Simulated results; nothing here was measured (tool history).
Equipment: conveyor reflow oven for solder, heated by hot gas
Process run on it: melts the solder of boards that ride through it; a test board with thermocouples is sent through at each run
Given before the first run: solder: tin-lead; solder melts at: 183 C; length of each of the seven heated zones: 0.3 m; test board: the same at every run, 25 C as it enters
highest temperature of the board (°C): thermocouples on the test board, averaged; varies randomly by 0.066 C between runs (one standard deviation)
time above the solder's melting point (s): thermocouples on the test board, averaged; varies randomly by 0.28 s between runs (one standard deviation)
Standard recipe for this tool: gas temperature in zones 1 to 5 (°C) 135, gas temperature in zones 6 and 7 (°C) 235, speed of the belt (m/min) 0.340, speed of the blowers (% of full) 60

run	hour	gas temperature in zones 1 to 5 (°C)	gas temperature in zones 6 and 7 (°C)	speed of the belt (m/min)	speed of the blowers (% of full)	highest temperature of the board (°C)	time above the solder's melting point (s)
1	0.0	135	235	0.340	60	211.97	70.5
2	13.3	135	235	0.340	60	211.95	70.2
3	21.3	135	235	0.340	60	211.97	70.3
4	35.3	135	235	0.340	60	211.90	70.5
5	42.8	135	235	0.340	60	211.95	69.7
6	49.2	135	235	0.340	60	211.85	69.8
7	61.2	135	235	0.340	60	211.93	70.5
8	70.9	135	235	0.340	60	211.92	70.0
# hour 80.3: flux residue cleaned out of gas plates and filters
9	84.7	135	235	0.340	60	212.98	71.9
10	96.4	146	235	0.340	60	215.60	81.6
11	107.2	146	235	0.340	60	215.61	80.9
12	117.5	146	235	0.340	56	214.00	78.7
13	127.4	146	235	0.340	56	214.03	78.8
14	140.8	125	248	0.331	53	219.66	77.0
15	147.5	125	229	0.300	53	207.68	69.0
16	156.4	135	235	0.277	68	222.42	103.9
17	167.8	128	239	0.374	56	208.54	55.5
18	173.5	148	239	0.324	75	225.36	97.8
19	180.9	135	228	0.392	54	198.72	39.4
20	189.6	135	228	0.392	54	198.76	39.6
21	198.5	135	246	0.353	57	219.34	76.1
22	204.8	131	235	0.340	69	215.35	73.6
23	212.7	131	235	0.340	69	215.40	74.3
24	224.6	137	242	0.357	67	219.98	77.7
25	238.6	137	242	0.357	67	219.99	77.4

Each row is a separate what-if for the run after 25, all from the same tool condition, not one after another. Results?
A	249.0	142	242	0.347	51	?	?
B	249.0	137	231	0.357	52	?	?
C	249.0	137	229	0.340	60	?	?
D	249.0	137	242	0.321	68	?	?
E	249.0	124	231	0.357	61	?	?

run	highest temperature of the board (°C)	time above the solder's melting point (s)
A	215.70	76.1
B	204.72	56.6
C	208.54	66.5
D	224.23	91.8
E	205.34	52.9
The same runs, with their run-to-run variation unchanged, on a tool lacking any hidden condition would have given:
run	highest temperature of the board (°C)	time above the solder's melting point (s)
A	215.29	75.1
B	204.35	55.6
C	208.20	65.6
D	223.92	90.8
E	205.06	52.1

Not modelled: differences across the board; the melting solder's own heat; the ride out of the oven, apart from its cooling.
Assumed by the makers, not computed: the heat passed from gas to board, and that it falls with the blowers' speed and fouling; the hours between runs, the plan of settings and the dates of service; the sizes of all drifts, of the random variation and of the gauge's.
